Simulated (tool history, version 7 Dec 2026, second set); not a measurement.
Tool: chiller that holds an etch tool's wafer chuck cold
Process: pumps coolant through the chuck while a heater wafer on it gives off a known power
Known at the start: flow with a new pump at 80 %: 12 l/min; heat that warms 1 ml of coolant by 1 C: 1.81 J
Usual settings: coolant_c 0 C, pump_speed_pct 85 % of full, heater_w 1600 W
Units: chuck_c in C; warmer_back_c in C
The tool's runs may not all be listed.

| run | hour | coolant_c | pump_speed_pct | heater_w | chuck_c | warmer_back_c |
|---|---|---|---|---|---|---|
| 1 | 0 | 0 | 85 | 1600 | 10.7 | 4.15 |
| 2 | 18.2 | 0 | 85 | 1600 | 10.6 | 4.19 |
| 3 | 46.4 | 0 | 85 | 1600 | 10.7 | 4.21 |
| 4 | 61.5 | 0 | 85 | 1600 | 10.6 | 4.19 |
| 5 | 79.7 | 0 | 85 | 1600 | 10.7 | 4.16 |
| 6 | 95.9 | 0 | 85 | 1600 | 10.6 | 4.2 |
| 7 | 130.1 | 0 | 85 | 1600 | 10.5 | 4.18 |
| 8 | 148.5 | 0 | 85 | 1600 | 10.8 | 4.19 |
| 9 | 165.7 | 0 | 85 | 1618 | 11 | 4.23 |
| 10 | 191.4 | 0 | 85 | 840 | 5.5 | 2.2 |
| 11 | 219.4 | 0 | 85 | 1600 | 10.8 | 4.2 |
| 12 | 254 | 0 | 85 | 1600 | 10.7 | 4.17 |
| 13 | 271.7 | 0 | 63 | 1600 | 14.4 | 5.87 |
| 14 | 293.5 | 3 | 85 | 1600 | 13.9 | 4.18 |
| 15 | 309 | 3 | 85 | 1600 | 13.9 | 4.19 |
| 16 | 342.8 | 3 | 68 | 885 | 10.3 | 2.99 |
| 17 | 373.5 | 3 | 68 | 885 | 10.2 | 2.98 |
| 18 | 389.8 | -5 | 68 | 819 | 1.6 | 2.76 |
| 19 | 408.9 | -5 | 68 | 819 | 1.8 | 2.76 |
| 20 | 434.4 | -6 | 82 | 1600 | 5.1 | 4.38 |
| 21 | 457 | -5 | 85 | 1811 | 7.2 | 4.77 |
| 22 | 481.1 | -10 | 67 | 1811 | 5.4 | 6.23 |
| 23 | 514.8 | 0 | 86 | 1600 | 10.6 | 4.16 |

The next listed run, before its measurement:
| 24 | 547.2 | 0 | 86 | 1600 | ? | ? |

{"run 24": {"chuck_c": 10.9, "warmer_back_c": 4.17}}
Without the tool's hidden state the same run would have given chuck_c 10.3 C, warmer_back_c 4.08 C.

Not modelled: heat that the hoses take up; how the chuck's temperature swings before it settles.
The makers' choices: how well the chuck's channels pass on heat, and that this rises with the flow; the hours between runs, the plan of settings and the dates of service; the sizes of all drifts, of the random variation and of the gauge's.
